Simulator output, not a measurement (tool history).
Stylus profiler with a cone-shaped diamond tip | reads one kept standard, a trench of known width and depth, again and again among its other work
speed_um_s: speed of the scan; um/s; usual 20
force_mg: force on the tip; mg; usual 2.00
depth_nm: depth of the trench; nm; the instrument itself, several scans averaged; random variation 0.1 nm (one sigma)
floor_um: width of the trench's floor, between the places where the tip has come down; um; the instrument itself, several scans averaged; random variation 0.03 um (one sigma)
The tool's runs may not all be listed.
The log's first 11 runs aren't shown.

run	hour	speed_um_s	force_mg	scans with this tip	hours of work since the height scale was calibrated	depth_nm	floor_um
12	168.6	20	2.00	4263	511	101.22	18.66
13	177.1	20	2.00	4302	516	101.24	18.64
14	190.0	20	2.00	4359	523	101.05	18.68
15	206.7	20	2.00	4435	532	101.14	18.70
16	217.7	20	2.00	4485	538	101.40	18.75
17	231.1	20	2.00	4545	545	100.97	18.68
18	250.9	20	2.00	4634	556	101.09	18.72
19	261.5	20	2.00	4682	561	101.03	18.73
20	274.6	20	2.00	4741	569	101.08	18.72
21	286.6	28	4.07	4795	575	101.66	18.72
22	303.0	28	4.30	4870	584	101.68	18.67
23	321.7	20	1.22	4954	594	100.57	18.65
24	332.2	20	1.59	5001	600	100.85	18.66
25	343.7	20	1.59	5053	606	100.90	18.67
26	362.5	31	3.26	5138	616	101.59	18.66
27	382.8	11	4.37	5230	627	101.95	18.74
28	401.2	11	4.37	5313	637	101.84	18.72
29	420.9	17	1.05	5402	648	100.66	18.69
30	433.8	14	0.85	5460	655	100.71	18.68
31	442.3	64	1.54	5498	659	100.99	18.49
32	455.4	64	2.78	5558	666	101.50	18.54

3 ways to go on from here, each from the tool as it stands after run 32. What would each give?
A	476.1	40	2.78	5651	678	?	?
B	476.1	21	2.00	5651	678	?	?
C	476.1	75	0.70	5651	678	?	?

run	depth_nm	floor_um
A	101.34	18.61
B	100.90	18.65
C	100.49	18.30
Without the tool's hidden state the same runs would have given:
run	depth_nm	floor_um
A	101.35	18.61
B	100.91	18.66
C	100.50	18.31

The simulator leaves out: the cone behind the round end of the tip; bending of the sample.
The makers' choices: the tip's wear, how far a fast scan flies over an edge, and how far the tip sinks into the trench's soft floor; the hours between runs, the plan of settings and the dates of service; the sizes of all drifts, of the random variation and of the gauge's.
